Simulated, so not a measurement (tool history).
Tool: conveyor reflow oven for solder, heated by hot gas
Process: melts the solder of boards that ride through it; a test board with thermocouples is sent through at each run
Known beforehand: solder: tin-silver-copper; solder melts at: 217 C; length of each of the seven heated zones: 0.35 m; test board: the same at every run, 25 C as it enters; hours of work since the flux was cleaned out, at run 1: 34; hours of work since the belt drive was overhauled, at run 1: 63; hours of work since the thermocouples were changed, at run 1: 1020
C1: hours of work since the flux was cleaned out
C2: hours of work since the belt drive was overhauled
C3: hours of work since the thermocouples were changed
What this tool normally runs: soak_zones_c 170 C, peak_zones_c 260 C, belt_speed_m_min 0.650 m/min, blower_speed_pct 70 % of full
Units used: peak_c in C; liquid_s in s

Run 1, day 0.000: usual settings; C1 34; C2 63; C3 1020. Result: peak_c 248.8 C, liquid_s 45.1 s.
Run 2, day 1.375: usual settings; C1 57; C2 86; C3 1043. Result: peak_c 249.2 C, liquid_s 45.3 s.
Run 3, day 2.275: usual settings; C1 72; C2 101; C3 1058. Result: peak_c 248.6 C, liquid_s 45.3 s.
Run 4, day 3.538: usual settings; C1 93; C2 122; C3 1079. Result: peak_c 248.8 C, liquid_s 45.0 s.
Run 5, day 4.742: usual settings but soak_zones_c 178 C; C1 113; C2 142; C3 1100. Result: peak_c 249.8 C, liquid_s 48.4 s.
Run 6, day 6.179: usual settings but soak_zones_c 178 C; C1 138; C2 167; C3 1124. Result: peak_c 250.0 C, liquid_s 48.5 s.
Run 7, day 7.667: usual settings but blower_speed_pct 76 % of full; C1 163; C2 192; C3 1149. Result: peak_c 249.4 C, liquid_s 46.3 s.
Run 8, day 8.925: usual settings but belt_speed_m_min 0.637 m/min; C1 184; C2 213; C3 1170. Result: peak_c 249.2 C, liquid_s 46.4 s.
Run 9, day 10.142: usual settings but belt_speed_m_min 0.637 m/min; C1 204; C2 233; C3 1191. Result: peak_c 249.1 C, liquid_s 46.6 s.
Run 10, day 11.488: usual settings but belt_speed_m_min 0.637 m/min; C1 227; C2 256; C3 1213. Result: peak_c 249.0 C, liquid_s 46.9 s.
Run 11, day 12.150: usual settings but belt_speed_m_min 0.637 m/min; C1 238; C2 267; C3 1224. Result: peak_c 249.7 C, liquid_s 46.6 s.
Run 12, day 13.058: usual settings but belt_speed_m_min 0.637 m/min; C1 254; C2 283; C3 1240. Result: peak_c 249.2 C, liquid_s 46.7 s.
Run 13, day 13.842: usual settings but belt_speed_m_min 0.637 m/min; C1 267; C2 296; C3 1253. Result: peak_c 249.2 C, liquid_s 46.5 s.
Run 14, day 14.904: usual settings but belt_speed_m_min 0.637 m/min; C1 285; C2 314; C3 1271. Result: peak_c 249.4 C, liquid_s 46.7 s.
Run 15, day 15.929: usual settings but belt_speed_m_min 0.637 m/min; C1 302; C2 331; C3 1288. Result: peak_c 249.1 C, liquid_s 46.3 s.
Run 16, day 16.617: usual settings but peak_zones_c 262 C, blower_speed_pct 73 % of full; C1 313; C2 342; C3 1300. Result: peak_c 250.7 C, liquid_s 46.6 s.
At day 17.208: flux residue cleaned out of gas plates and filters.
Run 17, day 18.262: usual settings but soak_zones_c 160 C, peak_zones_c 269 C; C1 18; C2 367; C3 1324. Result: peak_c 253.7 C, liquid_s 45.1 s.
Run 18, day 19.475: usual settings but soak_zones_c 156 C, peak_zones_c 255 C; C1 38; C2 387; C3 1344. Result: peak_c 240.7 C, liquid_s 35.0 s.
At day 19.671: thermocouples of zones 6 and 7 changed.
Run 19, day 20.817: usual settings but soak_zones_c 158 C, peak_zones_c 273 C, belt_speed_m_min 0.660 m/min, blower_speed_pct 76 % of full; C1 59; C2 408; C3 19. Result: peak_c 253.1 C, liquid_s 43.3 s.
Run 20, day 21.796: usual settings but soak_zones_c 158 C, peak_zones_c 273 C, belt_speed_m_min 0.660 m/min, blower_speed_pct 76 % of full; C1 76; C2 425; C3 36. Result: peak_c 252.4 C, liquid_s 43.3 s.
Run 21, day 22.971: usual settings but soak_zones_c 158 C, peak_zones_c 274 C, belt_speed_m_min 0.660 m/min, blower_speed_pct 89 % of full; C1 96; C2 445; C3 56. Result: peak_c 255.2 C, liquid_s 45.8 s.
Run 22, day 24.388: usual settings but soak_zones_c 160 C, peak_zones_c 274 C, belt_speed_m_min 0.660 m/min, blower_speed_pct 89 % of full; C1 119; C2 468; C3 79. Result: peak_c 255.9 C, liquid_s 46.2 s.
At day 24.871: flux residue cleaned out of gas plates and filters, once more.
Run 23, day 25.688: usual settings but peak_zones_c 270 C, belt_speed_m_min 0.704 m/min; C1 14; C2 487; C3 98. Result: peak_c 251.7 C, liquid_s 43.2 s.
Run 24, day 26.992: usual settings but peak_zones_c 270 C, belt_speed_m_min 0.704 m/min; C1 36; C2 509; C3 120. Result: peak_c 251.5 C, liquid_s 43.6 s.
Run 25, day 27.721: usual settings but belt_speed_m_min 0.723 m/min; C1 48; C2 521; C3 132. Result: peak_c 242.5 C, liquid_s 35.8 s.
Run 26, day 28.704: usual settings but belt_speed_m_min 0.723 m/min; C1 65; C2 538; C3 149. Result: peak_c 242.6 C, liquid_s 35.7 s.
Run 27, day 29.812: usual settings but soak_zones_c 185 C, peak_zones_c 273 C; C1 83; C2 556; C3 167. Result: peak_c 259.8 C, liquid_s 56.6 s.
Run 28, day 30.471: usual settings but soak_zones_c 178 C; C1 94; C2 567; C3 178. Result: peak_c 247.2 C, liquid_s 47.1 s.
Run 29, day 31.817: usual settings but soak_zones_c 156 C, peak_zones_c 255 C, belt_speed_m_min 0.767 m/min, blower_speed_pct 51 % of full; C1 117; C2 590; C3 201. Result: peak_c 228.1 C, liquid_s 16.3 s.
Run 30, day 33.067: usual settings but soak_zones_c 173 C; C1 138; C2 611; C3 222. Result: peak_c 245.9 C, liquid_s 44.7 s.

Measured result minus the same run's result without the hidden state. Both carry the same run-to-run variation, though not necessarily the same gauge scatter:
Hidden state present: heat that the gas passes to the board, % of a clean oven's; belt's true speed, % of the reading; true gas temperature in zones 6 and 7 over the reading, C; drift of the gauge itself on peak_c, C; drift of the gauge itself on liquid_s, %.
run  peak_c  liquid_s
  1    +3.4      +2.4
  2    +3.5      +2.5
  3    +3.5      +2.4
  4    +3.4      +2.4
  5    +3.4      +2.2
  6    +3.4      +2.2
  7    +3.4      +2.3
  8    +3.5      +2.3
  9    +3.4      +2.3
 10    +3.4      +2.3
 11    +3.4      +2.4
 12    +3.4      +2.3
 13    +3.3      +2.2
 14    +3.3      +2.3
 15    +3.3      +2.3
 16    +3.2      +2.1
 17    +2.1      +1.1
 18    +2.1      +1.4
 19    -2.6      -1.8
 20    -2.7      -1.7
 21    -2.8      -1.7
 22    -2.8      -1.7
 23    +0.6      +0.7
 24    +0.6      +0.8
 25    +0.5      +0.7
 26    +0.5      +0.7
 27    +0.5      +0.8
 28    +0.5      +0.8
 29    +0.5      +0.6
 30    +0.5      +0.7

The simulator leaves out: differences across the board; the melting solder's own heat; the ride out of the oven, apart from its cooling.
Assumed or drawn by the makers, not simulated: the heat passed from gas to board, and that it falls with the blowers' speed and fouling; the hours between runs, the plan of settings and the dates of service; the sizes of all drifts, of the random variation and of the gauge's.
